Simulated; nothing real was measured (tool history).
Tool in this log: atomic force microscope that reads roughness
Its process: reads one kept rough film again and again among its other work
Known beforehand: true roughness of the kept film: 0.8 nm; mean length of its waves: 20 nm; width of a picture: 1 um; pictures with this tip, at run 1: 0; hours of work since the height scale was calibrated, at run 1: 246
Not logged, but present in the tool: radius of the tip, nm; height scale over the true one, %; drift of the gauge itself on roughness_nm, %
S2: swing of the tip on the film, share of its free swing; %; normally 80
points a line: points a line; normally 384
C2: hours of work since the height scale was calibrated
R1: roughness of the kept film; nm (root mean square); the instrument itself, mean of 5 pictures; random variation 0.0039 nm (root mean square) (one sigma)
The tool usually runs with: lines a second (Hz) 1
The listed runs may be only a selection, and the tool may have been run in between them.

run 1 hour=0 | lines_a_second_(Hz)=1 S2=80 points_a_line=384 | pictures_with_this_tip=0 C2=246 | R1=0.698
run 2 hour=20.8 | lines_a_second_(Hz)=1 S2=80 points_a_line=384 | pictures_with_this_tip=25 C2=258 | R1=0.697
run 3 hour=39 | lines_a_second_(Hz)=3.29 S2=80 points_a_line=384 | pictures_with_this_tip=47 C2=269 | R1=0.612
run 4 hour=63 | lines_a_second_(Hz)=3.29 S2=80 points_a_line=384 | pictures_with_this_tip=77 C2=283 | R1=0.604
run 5 hour=87.3 | lines_a_second_(Hz)=1 S2=80 points_a_line=384 | pictures_with_this_tip=107 C2=297 | R1=0.678
run 6 hour=106.4 | lines_a_second_(Hz)=1 S2=80 points_a_line=384 | pictures_with_this_tip=130 C2=309 | R1=0.674
run 7 hour=136.6 | lines_a_second_(Hz)=1 S2=80 points_a_line=496 | pictures_with_this_tip=167 C2=327 | R1=0.671
run 8 hour=166.6 | lines_a_second_(Hz)=1.11 S2=73 points_a_line=384 | pictures_with_this_tip=204 C2=344 | R1=0.665
-- hour=169.8 height scale calibrated on a step standard
run 9 hour=183.8 | lines_a_second_(Hz)=1.11 S2=73 points_a_line=730 | pictures_with_this_tip=224 C2=8 | R1=0.672
-- hour=200.2 new tip fitted
run 10 hour=213.7 | lines_a_second_(Hz)=0.73 S2=80 points_a_line=537 | pictures_with_this_tip=17 C2=26 | R1=0.721
run 11 hour=226.8 | lines_a_second_(Hz)=3.99 S2=85 points_a_line=537 | pictures_with_this_tip=33 C2=33 | R1=0.56

What if the next run were any one of these 4? Each begins from the tool's condition after run 11:
-- hour=246.8 height scale calibrated on a step standard, once more
run A hour=250.7 | lines_a_second_(Hz)=2.37 S2=68 points_a_line=1013 | pictures_with_this_tip=61 C2=2 | R1=?
-- hour=246.8 height scale calibrated on a step standard, once more
run B hour=250.7 | lines_a_second_(Hz)=2.35 S2=57 points_a_line=385 | pictures_with_this_tip=61 C2=2 | R1=?
-- hour=246.8 height scale calibrated on a step standard, once more
run C hour=250.7 | lines_a_second_(Hz)=1.68 S2=80 points_a_line=442 | pictures_with_this_tip=61 C2=2 | R1=?
-- hour=246.8 height scale calibrated on a step standard, once more
run D hour=250.7 | lines_a_second_(Hz)=1.69 S2=80 points_a_line=384 | pictures_with_this_tip=61 C2=2 | R1=?

run=A R1=0.678
run=B R1=0.703
run=C R1=0.657
run=D R1=0.655
The same runs, with their run-to-run variation unchanged, on a tool lacking any hidden condition would have given:
run=A R1=0.696
run=B R1=0.721
run=C R1=0.674
run=D R1=0.672
